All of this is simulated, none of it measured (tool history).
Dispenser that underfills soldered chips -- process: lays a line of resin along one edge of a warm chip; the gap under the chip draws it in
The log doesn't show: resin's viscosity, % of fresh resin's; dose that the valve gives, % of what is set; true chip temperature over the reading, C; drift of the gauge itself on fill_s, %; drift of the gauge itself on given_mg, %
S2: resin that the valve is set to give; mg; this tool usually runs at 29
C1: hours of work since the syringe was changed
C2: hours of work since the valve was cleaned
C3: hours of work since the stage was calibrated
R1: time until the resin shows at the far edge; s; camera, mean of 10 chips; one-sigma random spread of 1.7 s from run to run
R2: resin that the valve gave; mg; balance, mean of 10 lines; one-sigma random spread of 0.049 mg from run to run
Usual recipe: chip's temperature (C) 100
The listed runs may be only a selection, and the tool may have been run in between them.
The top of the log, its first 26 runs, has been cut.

-- hour=210.9 new syringe of resin
run 27 hour=210.9 | chip's_temperature_(C)=113 S2=35.7 | C1=0 C2=16 C3=391 | R1=106.6 R2=35.44
-- hour=220 new syringe of resin
run 28 hour=222.4 | chip's_temperature_(C)=113 S2=28 | C1=2 C2=24 C3=398 | R1=116.4 R2=27.69
-- hour=229.3 new syringe of resin
run 29 hour=229.9 | chip's_temperature_(C)=114 S2=29 | C1=0 C2=29 C3=403 | R1=104.7 R2=28.51
run 30 hour=236.3 | chip's_temperature_(C)=103 S2=29.5 | C1=5 C2=33 C3=408 | R1=202.2 R2=29.03
-- hour=238.6 new syringe of resin
run 31 hour=244.3 | chip's_temperature_(C)=103 S2=29.5 | C1=4 C2=38 C3=413 | R1=198.6 R2=28.9
-- hour=247.7 new syringe of resin
run 32 hour=249.2 | chip's_temperature_(C)=93 S2=28.4 | C1=1 C2=41 C3=416 | R1=286.9 R2=27.83
-- hour=257 new syringe of resin
run 33 hour=257.1 | chip's_temperature_(C)=110 S2=37 | C1=0 C2=47 C3=421 | R1=124.6 R2=36.17
-- hour=266.3 new syringe of resin
run 34 hour=266.3 | chip's_temperature_(C)=110 S2=37 | C1=0 C2=53 C3=427 | R1=127.7 R2=36.14
-- hour=275.2 new syringe of resin
run 35 hour=277.8 | chip's_temperature_(C)=98 S2=26 | C1=2 C2=60 C3=434 | R1=236.2 R2=25.13

Forecast each of these 3 alternatives for the next run:
-- hour=280.4 dispensing valve cleaned and set on the balance
-- hour=285.3 new syringe of resin
run A hour=290.1 | chip's_temperature_(C)=96 S2=26 | C1=3 C2=6 C3=442 | R1=? R2=?
-- hour=280.4 dispensing valve cleaned and set on the balance
-- hour=285.3 new syringe of resin
run B hour=290.1 | chip's_temperature_(C)=101 S2=26 | C1=3 C2=6 C3=442 | R1=? R2=?
-- hour=280.4 dispensing valve cleaned and set on the balance
-- hour=285.3 new syringe of resin
run C hour=290.1 | chip's_temperature_(C)=109 S2=29 | C1=3 C2=6 C3=442 | R1=? R2=?

run=A R1=266.6 R2=25.97
run=B R1=213.1 R2=25.92
run=C R1=147.6 R2=29
Had the tool no hidden state, the same runs would have come out as:
run=A R1=208.2 R2=25.98
run=B R1=167.1 R2=25.93
run=C R1=116.4 R2=29.01
